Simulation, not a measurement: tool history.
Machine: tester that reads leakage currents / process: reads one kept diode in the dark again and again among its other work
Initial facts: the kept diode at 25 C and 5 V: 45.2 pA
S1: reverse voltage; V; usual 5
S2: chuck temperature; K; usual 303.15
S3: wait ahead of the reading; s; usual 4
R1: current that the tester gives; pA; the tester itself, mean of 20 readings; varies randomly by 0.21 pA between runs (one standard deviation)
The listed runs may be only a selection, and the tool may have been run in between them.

run 1 hour=0 | S1=5 S2=303.15 S3=4 | R1=70.45
run 2 hour=75.4 | S1=5.4 S2=303.15 S3=4 | R1=71.58
run 3 hour=185.4 | S1=5 S2=304.15 S3=4 | R1=74.87
run 4 hour=303.4 | S1=5 S2=304.15 S3=4 | R1=73.6
run 5 hour=438.7 | S1=5 S2=304.15 S3=4 | R1=73.11
run 6 hour=562.3 | S1=5 S2=303.15 S3=4 | R1=67.21
run 7 hour=690.8 | S1=5 S2=303.15 S3=4 | R1=66.66
-- hour=705.6 tester calibrated
run 8 hour=786.5 | S1=5 S2=314.15 S3=4 | R1=148.19
run 9 hour=920.1 | S1=5 S2=303.15 S3=4 | R1=65.66
run 10 hour=997.4 | S1=5 S2=303.15 S3=4 | R1=65.34
run 11 hour=1078.4 | S1=2.46 S2=298.15 S3=0.6 | R1=34.39
-- hour=1144.7 tester calibrated, once more
run 12 hour=1219.8 | S1=6.27 S2=295.15 S3=0.6 | R1=41.72
-- hour=1302.9 chuck's temperature calibrated
run 13 hour=1339.5 | S1=6.5 S2=301.15 S3=7.04 | R1=70.5
run 14 hour=1449.9 | S1=6.53 S2=325.15 S3=0.62 | R1=379.83
run 15 hour=1548 | S1=5 S2=332.15 S3=4 | R1=545.13
run 16 hour=1653.9 | S1=13.73 S2=303.15 S3=0.78 | R1=112.45
run 17 hour=1724.2 | S1=13.73 S2=318.15 S3=0.45 | R1=304.23
run 18 hour=1798.8 | S1=14.59 S2=327.15 S3=0.46 | R1=561.81

Per-run results on a tool with no hidden state, each run keeping its own random variation:
What the log doesn't record here: stray current of the dirty probe card, pA a volt; current scale over the true one, %; true chuck temperature over the reading, C; drift of the gauge itself on leakage_pa, %.
run=1 R1=68.18
run=2 R1=69.54
run=3 R1=73.7
run=4 R1=73.09
run=5 R1=73.33
run=6 R1=67.74
run=7 R1=67.73
run=8 R1=156.84
run=9 R1=67.86
run=10 R1=67.82
run=11 R1=36.21
run=12 R1=39.68
run=13 R1=63.05
run=14 R1=377.34
run=15 R1=551.98
run=16 R1=97.72
run=17 R1=298.02
run=18 R1=568.41

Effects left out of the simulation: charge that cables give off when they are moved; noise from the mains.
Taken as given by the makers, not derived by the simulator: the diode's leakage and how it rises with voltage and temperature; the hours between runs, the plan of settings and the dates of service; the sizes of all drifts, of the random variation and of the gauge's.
